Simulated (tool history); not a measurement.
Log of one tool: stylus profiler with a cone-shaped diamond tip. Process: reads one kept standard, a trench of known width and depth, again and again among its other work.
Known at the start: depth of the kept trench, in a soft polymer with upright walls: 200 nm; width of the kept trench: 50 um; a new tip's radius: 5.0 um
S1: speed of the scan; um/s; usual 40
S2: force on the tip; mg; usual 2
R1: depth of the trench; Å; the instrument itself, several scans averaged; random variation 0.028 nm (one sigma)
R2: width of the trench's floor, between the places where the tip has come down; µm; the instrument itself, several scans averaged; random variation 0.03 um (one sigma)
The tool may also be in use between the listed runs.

run,day,S1,S2,R1,R2
1,0,40,2,2028.5,46.2
2,1.442,40,2,2028.7,46.17
3,3.254,40,2,2028.5,46.17
4,5.462,40,2,2028.7,46.12
5,7.562,40,2,2029.2,46.08
6,9.083,40,2,2028.8,46.06
7,10.392,35,2,2028.1,46.07
8,11.838,40,2,2029.1,46.01
9,13.712,40,2,2029.4,46.03
10,15.246,40,2,2028.8,45.98
11,17.554,31,2,2029.1,46
12,19.925,31,2,2029.3,46.02
13,21.617,31,2,2028.7,46.01
14,23.925,31,2,2029.2,45.97
15,25.654,25,2,2028.8,45.96
16,26.788,40,2,2029,45.88
17,28.175,40,2,2029.2,45.93
18,30.183,40,2,2030,45.85
19,32.196,52,2,2029.6,45.84
20,34.017,133,2,2029.4,45.34
21,35.279,133,2,2030,45.38
22,36.425,133,2,2029.6,45.36
23,38.562,48,3.03,2039.5,45.82
24,40,48,3.03,2038.8,45.82
25,41.383,48,3.03,2039.1,45.82
26,43.571,36,3.09,2039.8,45.83
27,45.254,36,3.09,2039.7,45.85
28,46.575,40,0.85,2018.2,45.61
29,48.517,40,0.85,2018.2,45.65
30,49.7,26,4.96,2054,45.88
31,51.221,26,4.96,2053.7,45.85
32,52.438,26,2.08,2030.7,45.76
33,54.5,13,2.92,2038.3,45.86
34,56.712,13,2.92,2038.4,45.83
35,58.442,36,0.83,2017.4,45.6
36,60.508,36,0.83,2018.1,45.55
37,62.175,36,0.83,2017.9,45.54
38,63.608,36,0.83,2017.9,45.53
39,65.342,36,0.83,2018.3,45.52
40,66.608,15,1.24,2023.3,45.69

Some steps in R1 between neighbouring runs. How much of each would the tool show without its hidden state too (settings, what came in, random variation), and how much is left for the hidden state, with any gauge scatter that isn't in both results?
The hidden state here: radius of the tip, um; height scale over the true one, %; drift of the gauge itself on depth_nm, %; drift of the gauge itself on floor_um, %.
Run 1 -> 2: no setting changed, nothing entered. R1 +0.2 Å: hidden state +0.1, all else +0.1.
Run 2 -> 3: no setting changed, nothing entered. R1 -0.2 Å: hidden state +0.1, all else -0.3.
Run 10 -> 11: S1 40 -> 31. R1 +0.3 Å: hidden state +0.2, all else +0.1.
Run 27 -> 28: S1 36 -> 40, S2 3.09 -> 0.85. R1 -21.5 Å: hidden state +0, all else -21.5.
Run 29 -> 30: S1 40 -> 26, S2 0.85 -> 4.96. R1 +35.8 Å: hidden state +0.1, all else +35.7.
Run 31 -> 32: S2 4.96 -> 2.08. R1 -23 Å: hidden state +0, all else -23.

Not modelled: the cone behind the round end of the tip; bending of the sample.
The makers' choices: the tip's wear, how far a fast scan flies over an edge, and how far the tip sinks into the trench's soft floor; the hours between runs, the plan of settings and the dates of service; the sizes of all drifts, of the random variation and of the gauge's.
